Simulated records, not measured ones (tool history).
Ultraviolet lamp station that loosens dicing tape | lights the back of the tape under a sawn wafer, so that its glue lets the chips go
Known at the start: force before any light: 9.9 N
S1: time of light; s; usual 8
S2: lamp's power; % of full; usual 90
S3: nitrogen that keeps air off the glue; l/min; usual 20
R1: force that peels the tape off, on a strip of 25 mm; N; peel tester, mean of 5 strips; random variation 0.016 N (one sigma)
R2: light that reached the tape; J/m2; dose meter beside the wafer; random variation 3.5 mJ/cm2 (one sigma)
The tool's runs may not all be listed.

run 1 hour=0.0 | S1=8 S2=90 S3=20 | R1=1.909 R2=3420
run 2 hour=49.5 | S1=8 S2=90 S3=20 | R1=1.992 R2=3350
-- hour=69.5 lamp changed
run 3 hour=122.5 | S1=8 S2=90 S3=12 | R1=1.194 R2=5630
run 4 hour=160.4 | S1=8 S2=90 S3=8 | R1=1.625 R2=5550
run 5 hour=213.5 | S1=8 S2=90 S3=20 | R1=0.804 R2=5600
run 6 hour=261.4 | S1=8 S2=90 S3=20 | R1=0.858 R2=5470
run 7 hour=328.8 | S1=8 S2=90 S3=20 | R1=0.880 R2=5430
run 8 hour=393.8 | S1=8 S2=65 S3=20 | R1=1.678 R2=3840
run 9 hour=455.3 | S1=8 S2=65 S3=20 | R1=1.728 R2=3800
run 10 hour=526.5 | S1=8 S2=90 S3=20 | R1=0.983 R2=5120
run 11 hour=608.2 | S1=8 S2=90 S3=20 | R1=0.981 R2=5040
-- hour=660.1 window cleaned of glue's vapour
run 12 hour=669.1 | S1=8 S2=90 S3=20 | R1=0.889 R2=5320
run 13 hour=713.8 | S1=8 S2=90 S3=20 | R1=0.936 R2=5240
run 14 hour=778.1 | S1=11 S2=90 S3=20 | R1=0.502 R2=7030
run 15 hour=822.2 | S1=8 S2=69 S3=20 | R1=1.601 R2=3930
run 16 hour=891.7 | S1=8 S2=69 S3=20 | R1=1.675 R2=3790
run 17 hour=932.9 | S1=7 S2=69 S3=31 | R1=1.573 R2=3350
run 18 hour=1011.3 | S1=12 S2=98 S3=20 | R1=0.395 R2=7970
run 19 hour=1058.4 | S1=5 S2=96 S3=13 | R1=2.713 R2=3220
run 20 hour=1135.9 | S1=5 S2=96 S3=13 | R1=2.859 R2=3150
run 21 hour=1178.6 | S1=5 S2=96 S3=13 | R1=2.791 R2=3140
run 22 hour=1267.2 | S1=5 S2=96 S3=13 | R1=2.875 R2=3050
run 23 hour=1313.5 | S1=5 S2=95 S3=32 | R1=1.930 R2=3010
-- hour=1322.5 window cleaned of glue's vapour
run 24 hour=1403.5 | S1=12 S2=91 S3=22 | R1=0.462 R2=7010

Forecast run 25:
run 25 hour=1465.8 | S1=12 S2=91 S3=22 | R1=? R2=?

R1: 0.495 N
R2: 7000 J/m2
Without the tool's hidden state the same run would have given R1 0.324 N, R2 8850 J/m2.
